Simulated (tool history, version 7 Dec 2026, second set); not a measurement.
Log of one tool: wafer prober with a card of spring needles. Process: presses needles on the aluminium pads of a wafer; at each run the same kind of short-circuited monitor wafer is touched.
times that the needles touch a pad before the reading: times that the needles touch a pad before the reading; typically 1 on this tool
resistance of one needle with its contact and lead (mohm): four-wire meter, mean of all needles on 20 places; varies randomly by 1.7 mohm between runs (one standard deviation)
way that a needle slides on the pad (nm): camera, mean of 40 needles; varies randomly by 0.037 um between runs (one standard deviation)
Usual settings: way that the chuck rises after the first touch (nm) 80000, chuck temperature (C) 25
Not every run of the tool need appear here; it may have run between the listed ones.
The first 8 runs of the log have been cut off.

run	day	way that the chuck rises after the first touch (nm)	chuck temperature (C)	times that the needles touch a pad before the reading	touches since the tips were cleaned	cleanings since the card got new needles	touches since the first contact's height was set	resistance of one needle with its contact and lead (mohm)	way that a needle slides on the pad (nm)
# day 8.271: tips cleaned on abrasive film
# day 9.038: tips cleaned on abrasive film
9	9.062	80000	25	1	190	45	100717	174	18320
# day 9.821: tips cleaned on abrasive film
10	9.821	80000	25	1	0	46	106864	174	18370
# day 10.608: tips cleaned on abrasive film
11	10.942	80000	25	1	2713	47	115958	176	18350
# day 11.404: tips cleaned on abrasive film
# day 12.233: tips cleaned on abrasive film
12	12.538	80000	25	1	2476	49	128848	174	18360
# day 13.062: tips cleaned on abrasive film
13	13.346	80000	25	1	2290	50	135390	174	18230
# day 13.829: tips cleaned on abrasive film
14	14.542	80000	25	1	5781	51	145065	174	18330
# day 14.683: tips cleaned on abrasive film
# day 15.438: tips cleaned on abrasive film
15	15.521	80000	25	1	696	53	152991	176	18250
# day 16.25: tips cleaned on abrasive film
16	16.667	80000	25	1	3371	54	162250	175	18340
# day 17.05: tips cleaned on abrasive film
# day 17.821: tips cleaned on abrasive film
17	17.821	80000	40	2	0	56	171563	175	18270
# day 18.642: tips cleaned on abrasive film
18	19.2	87000	63	2	4538	57	182746	183	19920
# day 19.462: tips cleaned on abrasive film
# day 20.238: tips cleaned on abrasive film
19	20.5	94000	59	1	2129	59	193246	181	21510
# day 21.108: tips cleaned on abrasive film
20	21.404	94000	59	2	2395	60	200569	183	21550
# day 21.888: tips cleaned on abrasive film
# day 22.721: tips cleaned on abrasive film
21	22.808	94000	59	2	711	62	211914	177	21510
# day 23.521: tips cleaned on abrasive film
22	23.692	94000	59	2	1411	63	219084	181	21520
# day 24.362: tips cleaned on abrasive film
# day 24.488: height of the first contact set anew
23	24.783	67000	85	2	3315	64	2403	186	15340
# day 25.183: tips cleaned on abrasive film
# day 25.938: tips cleaned on abrasive film
24	26.021	63000	70	1	661	66	12410	184	14420
# day 26.738: tips cleaned on abrasive film
25	27.083	63000	70	1	2807	67	21024	187	14450
# day 27.554: tips cleaned on abrasive film
26	28.296	80000	28	1	6007	68	30829	176	18340
# day 28.396: tips cleaned on abrasive film
# day 29.162: tips cleaned on abrasive film
# day 29.954: tips cleaned on abrasive film
27	29.954	88000	94	1	0	71	44228	190	20170
# day 30.85: tips cleaned on abrasive film
28	31.046	80000	94	2	1595	72	53063	187	18400
# day 31.625: tips cleaned on abrasive film
# day 32.404: tips cleaned on abrasive film
29	32.704	80000	94	2	2445	74	66497	188	18300
# day 33.221: tips cleaned on abrasive film
# day 33.979: tips cleaned on abrasive film
30	34.342	64000	27	1	2938	76	79726	176	14660
# day 34.85: tips cleaned on abrasive film
31	35.008	64000	27	2	1303	77	85131	177	14640
# day 35.675: tips cleaned on abrasive film
32	35.971	64000	27	2	2414	78	92929	173	14660

Forecast each of these 3 alternatives for the next run:
# day 36.538: tips cleaned on abrasive film
A	36.888	76000	33	1	2828	79	100317	?	?
# day 36.538: tips cleaned on abrasive film
B	36.888	80000	43	1	2828	79	100317	?	?
# day 36.538: tips cleaned on abrasive film
C	36.888	64000	27	2	2828	79	100317	?	?

run	resistance of one needle with its contact and lead (mohm)	way that a needle slides on the pad (nm)
A	176	17470
B	179	18250
C	173	14650
Stripped of hidden state, with their random variation kept, the same runs would have yielded:
run	resistance of one needle with its contact and lead (mohm)	way that a needle slides on the pad (nm)
A	175	17470
B	178	18250
C	173	14650
